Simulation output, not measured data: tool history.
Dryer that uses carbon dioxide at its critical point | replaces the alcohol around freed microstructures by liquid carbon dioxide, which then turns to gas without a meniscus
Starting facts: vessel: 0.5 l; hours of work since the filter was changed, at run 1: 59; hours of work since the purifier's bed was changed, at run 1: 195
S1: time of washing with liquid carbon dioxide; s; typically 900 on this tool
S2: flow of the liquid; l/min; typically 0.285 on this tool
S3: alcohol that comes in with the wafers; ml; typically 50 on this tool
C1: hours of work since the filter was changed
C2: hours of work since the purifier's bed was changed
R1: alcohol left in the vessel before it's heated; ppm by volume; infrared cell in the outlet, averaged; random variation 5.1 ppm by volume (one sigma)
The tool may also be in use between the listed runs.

Run 1, hour 0.0: usual settings; C1 59; C2 195. Result: R1 126 ppm by volume.
Run 2, hour 12.1: usual settings but S1 660 s; C1 68; C2 204. Result: R1 630 ppm by volume.
Run 3, hour 26.9: usual settings; C1 78; C2 214. Result: R1 145 ppm by volume.
Run 4, hour 34.0: usual settings but S3 21 ml; C1 84; C2 219. Result: R1 80 ppm by volume.
Run 5, hour 41.2: usual settings but S3 21 ml; C1 89; C2 225. Result: R1 95 ppm by volume.
Run 6, hour 49.5: usual settings; C1 95; C2 230. Result: R1 158 ppm by volume.
Run 7, hour 57.8: usual settings but S3 53 ml; C1 101; C2 236. Result: R1 175 ppm by volume.
Run 8, hour 72.1: usual settings but S2 0.205 l/min; C1 111; C2 247. Result: R1 762 ppm by volume.
Run 9, hour 80.6: usual settings but S2 0.252 l/min; C1 117; C2 253. Result: R1 309 ppm by volume.
Run 10, hour 92.6: usual settings but S2 0.252 l/min; C1 125; C2 261. Result: R1 320 ppm by volume.
Run 11, hour 99.1: usual settings but S2 0.252 l/min; C1 130; C2 266. Result: R1 316 ppm by volume.
Run 12, hour 110.5: usual settings but S2 0.252 l/min; C1 138; C2 274. Result: R1 332 ppm by volume.
Run 13, hour 118.6: usual settings but S2 0.252 l/min; C1 144; C2 280. Result: R1 345 ppm by volume.
Run 14, hour 131.0: usual settings but S1 1020 s, S2 0.252 l/min; C1 153; C2 289. Result: R1 197 ppm by volume.
Run 15, hour 139.5: usual settings but S1 1020 s, S2 0.252 l/min; C1 159; C2 295. Result: R1 212 ppm by volume.
Run 16, hour 148.0: usual settings but S3 25 ml; C1 165; C2 301. Result: R1 139 ppm by volume.
Run 17, hour 159.9: usual settings; C1 174; C2 309. Result: R1 224 ppm by volume.
Run 18, hour 171.6: usual settings but S1 600 s; C1 182; C2 318. Result: R1 1504 ppm by volume.
Run 19, hour 181.0: usual settings but S1 1260 s; C1 189; C2 324. Result: R1 89 ppm by volume.
Run 20, hour 193.5: usual settings but S1 1260 s; C1 198; C2 333. Result: R1 85 ppm by volume.
Run 21, hour 200.2: usual settings but S3 20 ml; C1 202; C2 338. Result: R1 144 ppm by volume.
Run 22, hour 212.4: usual settings but S3 20 ml; C1 211; C2 347. Result: R1 150 ppm by volume.
Run 23, hour 226.2: usual settings but S3 20 ml; C1 221; C2 357. Result: R1 156 ppm by volume.
At hour 235.2: inlet filter changed.
Run 24, hour 236.8: usual settings but S3 20 ml; C1 1; C2 364. Result: R1 95 ppm by volume.
Run 25, hour 250.1: usual settings but S3 20 ml; C1 11; C2 373. Result: R1 97 ppm by volume.
Run 26, hour 260.7: usual settings but S1 840 s, S2 0.433 l/min, S3 59 ml; C1 18; C2 381. Result: R1 75 ppm by volume.
Run 27, hour 269.6: usual settings but S1 960 s, S2 0.188 l/min, S3 100 ml; C1 25; C2 387. Result: R1 1171 ppm by volume.
Run 28, hour 283.9: usual settings but S2 0.182 l/min, S3 31 ml; C1 35; C2 397. Result: R1 643 ppm by volume.
Run 29, hour 299.2: usual settings but S2 0.182 l/min, S3 31 ml; C1 46; C2 408. Result: R1 668 ppm by volume.
Run 30, hour 307.8: usual settings but S2 0.261 l/min, S3 58 ml; C1 52; C2 414. Result: R1 255 ppm by volume.
Run 31, hour 317.5: usual settings but S1 540 s, S2 0.193 l/min, S3 61 ml; C1 59; C2 421. Result: R1 6590 ppm by volume.
Run 32, hour 323.8: usual settings but S1 1080 s, S2 0.178 l/min, S3 84 ml; C1 63; C2 426. Result: R1 846 ppm by volume.
Run 33, hour 334.1: usual settings but S1 1020 s, S2 0.175 l/min, S3 60 ml; C1 71; C2 433. Result: R1 890 ppm by volume.
Run 34, hour 345.6: usual settings but S1 1020 s, S2 0.175 l/min, S3 60 ml; C1 79; C2 441. Result: R1 947 ppm by volume.
Run 35, hour 354.6: usual settings but S2 0.433 l/min, S3 113 ml; C1 85; C2 448. Result: R1 101 ppm by volume.
Run 36, hour 366.9: usual settings but S2 0.474 l/min, S3 29 ml; C1 94; C2 457. Result: R1 92 ppm by volume.
Run 37, hour 378.7: usual settings but S1 660 s, S2 0.407 l/min, S3 65 ml; C1 103; C2 465. Result: R1 198 ppm by volume.
Run 38, hour 388.0: usual settings but S3 61 ml; C1 109; C2 472. Result: R1 217 ppm by volume.
Run 39, hour 403.5: usual settings but S1 1080 s, S2 0.343 l/min; C1 120; C2 483. Result: R1 111 ppm by volume.
Run 40, hour 416.0: usual settings but S1 1140 s, S3 102 ml; C1 129; C2 492. Result: R1 136 ppm by volume.
Run 41, hour 424.6: usual settings but S1 600 s, S2 0.397 l/min, S3 22 ml; C1 135; C2 498. Result: R1 193 ppm by volume.
Run 42, hour 433.5: usual settings but S1 600 s, S2 0.397 l/min, S3 22 ml; C1 142; C2 504. Result: R1 202 ppm by volume.
Run 43, hour 445.8: usual settings but S1 1140 s, S2 0.213 l/min, S3 59 ml; C1 151; C2 513. Result: R1 299 ppm by volume.
Run 44, hour 459.8: usual settings but S2 0.460 l/min, S3 102 ml; C1 161; C2 523. Result: R1 118 ppm by volume.
Run 45, hour 474.6: usual settings but S3 115 ml; C1 171; C2 534. Result: R1 452 ppm by volume.
Run 46, hour 483.3: usual settings but S1 720 s, S2 0.179 l/min, S3 65 ml; C1 177; C2 540. Result: R1 4829 ppm by volume.
Run 47, hour 491.0: usual settings but S1 1320 s, S2 0.451 l/min, S3 58 ml; C1 183; C2 545. Result: R1 112 ppm by volume.

Each row is a separate what-if for the run after 47, all from the same tool condition, not one after another. Results?
Run A, hour 504.3: usual settings but S1 1380 s, S2 0.243 l/min, S3 33 ml; C1 192; C2 555. Result: R1 ?.
Run B, hour 504.3: usual settings but S1 540 s, S2 0.451 l/min, S3 58 ml; C1 192; C2 555. Result: R1 ?.
Run C, hour 504.3: usual settings but S1 1320 s, S2 0.196 l/min, S3 97 ml; C1 192; C2 555. Result: R1 ?.
Run D, hour 504.3: usual settings but S2 0.212 l/min; C1 192; C2 555. Result: R1 ?.

run   R1
  A  137
  B  399
  C  389
  D  926
Without the tool's unlogged condition, the same runs would have read:
run   R1
  A   19
  B  116
  C   99
  D  376
